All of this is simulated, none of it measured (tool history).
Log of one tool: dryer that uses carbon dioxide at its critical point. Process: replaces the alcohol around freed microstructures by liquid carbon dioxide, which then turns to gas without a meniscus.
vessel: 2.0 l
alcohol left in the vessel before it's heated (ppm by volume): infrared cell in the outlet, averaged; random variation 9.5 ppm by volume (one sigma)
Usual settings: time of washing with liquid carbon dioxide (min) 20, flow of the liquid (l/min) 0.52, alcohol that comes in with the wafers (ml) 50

run   hour  time of washing with liquid carbon dioxide (min)  flow of the liquid (l/min)  alcohol that comes in with the wafers (ml)  alcohol left in the vessel before it's heated (ppm by volume)
  1      0                                                20                        0.52                                          50                                                            800
  2      6                                                20                        0.52                                          50                                                            772
  3   11.8                                                20                       0.776                                          50                                                            169
  4   23.8                                                20                        0.52                                          50                                                            789
  5   30.8                                                20                        0.52                                          50                                                            807
  6   39.1                                                20                        0.52                                          50                                                            823
  7   46.9                                                20                        0.52                                          50                                                            823
  8   57.7                                                18                        0.52                                          50                                                           1139
  9   67.4                                                18                        0.52                                          34                                                            822
 10   79.5                                                20                        0.52                                         108                                                           1812
 11   90.7                                                20                        0.52                                         108                                                           1803
 12   96.2                                                20                        0.52                                         108                                                           1861
 13  102.6                                                20                        0.52                                         108                                                           1867
 14    111                                                20                        0.52                                          30                                                            543
 15    122                                                20                        0.52                                          66                                                           1175
 16  129.5                                                20                       0.325                                          66                                                           3880
 17  136.8                                                30                       0.412                                          82                                                            769
 18  143.3                                                27                       0.331                                          50                                                           1327
     146.1  -- inlet filter changed
 19  155.8                                                27                       0.659                                          25                                                             49
 20  166.9                                                21                        0.52                                          68                                                            654
 21  176.4                                                21                        0.52                                          68                                                            632
 22    189                                                21                        0.52                                          68                                                            674
 23  202.1                                                21                        0.52                                          68                                                            678
 24  214.2                                                21                       0.322                                          68                                                           2793
 25  222.2                                                21                       0.316                                         110                                                           4797
 26  227.8                                                21                       0.871                                         110                                                            117
 27    235                                                21                       0.871                                         110                                                            129
 28  244.5                                                21                       0.871                                         110                                                            122
 29  253.8                                                28                       0.476                                         110                                                            500
 30    263                                                18                       0.476                                         110                                                           2609
 31  275.9                                                12                       0.805                                          36                                                            656

Measured less the same run without the tool's hidden state. The same run-to-run variation is in both; the gauge's scatter may not be:
The hidden state here: flow that reaches the vessel past the clogged filter, %; alcohol in the recycled carbon dioxide, ppm; drift of the gauge itself on alcohol_ppm, %.
run  alcohol left in the vessel before it's heated (ppm by volume)
  1                                                           +249
  2                                                           +244
  3                                                            +80
  4                                                           +259
  5                                                           +268
  6                                                           +279
  7                                                           +285
  8                                                           +368
  9                                                           +274
 10                                                           +660
 11                                                           +670
 12                                                           +700
 13                                                           +711
 14                                                           +220
 15                                                           +467
 16                                                          +1076
 17                                                           +360
 18                                                           +497
 19                                                            +24
 20                                                            +49
 21                                                            +53
 22                                                            +66
 23                                                            +77
 24                                                           +188
 25                                                           +328
 26                                                            +41
 27                                                            +44
 28                                                            +45
 29                                                           +102
 30                                                           +324
 31                                                           +115
